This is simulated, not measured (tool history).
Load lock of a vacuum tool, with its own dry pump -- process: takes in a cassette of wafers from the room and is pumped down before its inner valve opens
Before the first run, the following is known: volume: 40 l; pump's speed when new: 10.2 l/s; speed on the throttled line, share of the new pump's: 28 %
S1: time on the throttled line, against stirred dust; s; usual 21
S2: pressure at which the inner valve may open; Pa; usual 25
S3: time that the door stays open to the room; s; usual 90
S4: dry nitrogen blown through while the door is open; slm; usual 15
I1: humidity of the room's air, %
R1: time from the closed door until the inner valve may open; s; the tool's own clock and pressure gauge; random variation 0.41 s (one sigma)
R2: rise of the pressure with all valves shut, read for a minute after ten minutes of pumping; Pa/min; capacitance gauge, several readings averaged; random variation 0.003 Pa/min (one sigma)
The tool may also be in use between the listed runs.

Run 1, day 0: usual settings; I1 47.2. Result: R1 47.8 s, R2 0.03 Pa/min.
Run 2, day 12.942: usual settings but S4 10 slm; I1 47.4. Result: R1 48.2 s, R2 0.035 Pa/min.
Run 3, day 26.138: usual settings; I1 45.8. Result: R1 47.6 s, R2 0.025 Pa/min.
Run 4, day 46.004: usual settings but S1 34 s; I1 43.8. Result: R1 57.7 s, R2 0.024 Pa/min.
Run 5, day 69.304: usual settings but S1 34 s; I1 42.5. Result: R1 57.4 s, R2 0.024 Pa/min.
Run 6, day 91.508: usual settings but S1 11 s; I1 44.7. Result: R1 40.7 s, R2 0.031 Pa/min.
Run 7, day 106.862: usual settings but S1 11 s; I1 44.6. Result: R1 40.8 s, R2 0.027 Pa/min.
Run 8, day 117.308: usual settings; I1 48.1. Result: R1 48.6 s, R2 0.025 Pa/min.
Run 9, day 136.629: usual settings but S3 38 s; I1 46.5. Result: R1 48.3 s, R2 0.019 Pa/min.
Run 10, day 157.05: usual settings but S3 41 s; I1 45.8. Result: R1 48.4 s, R2 0.021 Pa/min.
Run 11, day 178.396: usual settings but S3 99 s; I1 44. Result: R1 47.6 s, R2 0.029 Pa/min.
Run 12, day 203.562: usual settings but S3 48 s; I1 45.2. Result: R1 48 s, R2 0.026 Pa/min.
Run 13, day 226.788: usual settings but S3 48 s; I1 46. Result: R1 47.7 s, R2 0.016 Pa/min.
Run 14, day 249.417: usual settings; I1 47.6. Result: R1 47.4 s, R2 0.028 Pa/min.
Run 15, day 272.892: usual settings; I1 45.1. Result: R1 48.5 s, R2 0.031 Pa/min.
Run 16, day 284.621: usual settings; I1 45.4. Result: R1 46.6 s, R2 0.027 Pa/min.
Run 17, day 305.662: usual settings; I1 44.6. Result: R1 47.5 s, R2 0.026 Pa/min.
Run 18, day 326.592: usual settings; I1 42. Result: R1 47.7 s, R2 0.027 Pa/min.
Run 19, day 339.483: usual settings but S1 32 s; I1 46.4. Result: R1 55.7 s, R2 0.027 Pa/min.
Run 20, day 356.833: usual settings but S1 32 s; I1 40.8. Result: R1 55.8 s, R2 0.02 Pa/min.
Run 21, day 370.279: usual settings but S1 32 s, S3 119 s; I1 45.8. Result: R1 55.9 s, R2 0.034 Pa/min.
Run 22, day 391.908: usual settings but S3 43 s; I1 41.8. Result: R1 47.9 s, R2 0.021 Pa/min.
Run 23, day 410.138: usual settings but S1 14 s, S2 31 Pa, S3 177 s, S4 34 slm; I1 44.4. Result: R1 42.1 s, R2 0.018 Pa/min.
Run 24, day 430.517: usual settings but S1 37 s, S2 28 Pa, S4 9 slm; I1 42. Result: R1 58.4 s, R2 0.041 Pa/min.
Run 25, day 443.008: usual settings but S3 28 s, S4 7 slm; I1 45.4. Result: R1 47.8 s, R2 0.03 Pa/min.
Run 26, day 464.05: usual settings but S3 28 s, S4 7 slm; I1 45.9. Result: R1 47.7 s, R2 0.034 Pa/min.
Run 27, day 483.242: usual settings but S1 10 s, S2 24 Pa; I1 47.1. Result: R1 40.7 s, R2 0.031 Pa/min.
Run 28, day 495.396: usual settings but S1 10 s, S2 24 Pa; I1 48.6. Result: R1 40.3 s, R2 0.027 Pa/min.
Run 29, day 516.604: usual settings but S1 10 s, S2 24 Pa; I1 44.3. Result: R1 40.2 s, R2 0.028 Pa/min.
Run 30, day 535.804: usual settings but S1 10 s, S2 24 Pa, S3 101 s; I1 43.9. Result: R1 40.1 s, R2 0.026 Pa/min.
Run 31, day 548.817: usual settings but S1 32 s, S2 24 Pa, S3 101 s, S4 14 slm; I1 47.4. Result: R1 55.9 s, R2 0.031 Pa/min.
Run 32, day 571.862: usual settings but S1 13 s, S2 24 Pa, S3 101 s, S4 14 slm; I1 45.2. Result: R1 42.8 s, R2 0.03 Pa/min.
Run 33, day 596.529: usual settings but S3 53 s, S4 5 slm; I1 42.4. Result: R1 48.3 s, R2 0.04 Pa/min.
Run 34, day 616.788: usual settings but S3 53 s, S4 5 slm; I1 45. Result: R1 47.4 s, R2 0.038 Pa/min.
Run 35, day 633.717: usual settings but S1 29 s, S3 123 s, S4 5 slm; I1 43.1. Result: R1 53.7 s, R2 0.047 Pa/min.
Run 36, day 650.929: usual settings but S1 29 s, S3 123 s, S4 5 slm; I1 45.9. Result: R1 53.9 s, R2 0.05 Pa/min.
Run 37, day 665.225: usual settings but S1 18 s, S2 26 Pa, S4 36 slm; I1 46.8. Result: R1 45.8 s, R2 0.016 Pa/min.
At day 669.204: door's seal changed, seat wiped.
Run 38, day 678.342: usual settings but S1 18 s, S2 34 Pa, S3 30 s, S4 36 slm; I1 44.8. Result: R1 44.5 s, R2 0.011 Pa/min.

Forecast each of these 3 alternatives for the next run:
Run A, day 702.933: usual settings but S1 18 s, S2 34 Pa, S3 117 s, S4 38 slm; I1 49.8. Result: R1 ?, R2 ?.
Run B, day 702.933: usual settings but S2 28 Pa; I1 46.8. Result: R1 ?, R2 ?.
Run C, day 702.933: usual settings but S1 18 s, S2 26 Pa, S3 44 s, S4 6 slm; I1 45.8. Result: R1 ?, R2 ?.

run    R1     R2
  A  45.1  0.014
  B  46.9  0.033
  C  45.6  0.036
What these runs would have given with no unlogged condition in the tool:
run    R1     R2
  A  45.1  0.014
  B  46.8  0.033
  C  45.6  0.035

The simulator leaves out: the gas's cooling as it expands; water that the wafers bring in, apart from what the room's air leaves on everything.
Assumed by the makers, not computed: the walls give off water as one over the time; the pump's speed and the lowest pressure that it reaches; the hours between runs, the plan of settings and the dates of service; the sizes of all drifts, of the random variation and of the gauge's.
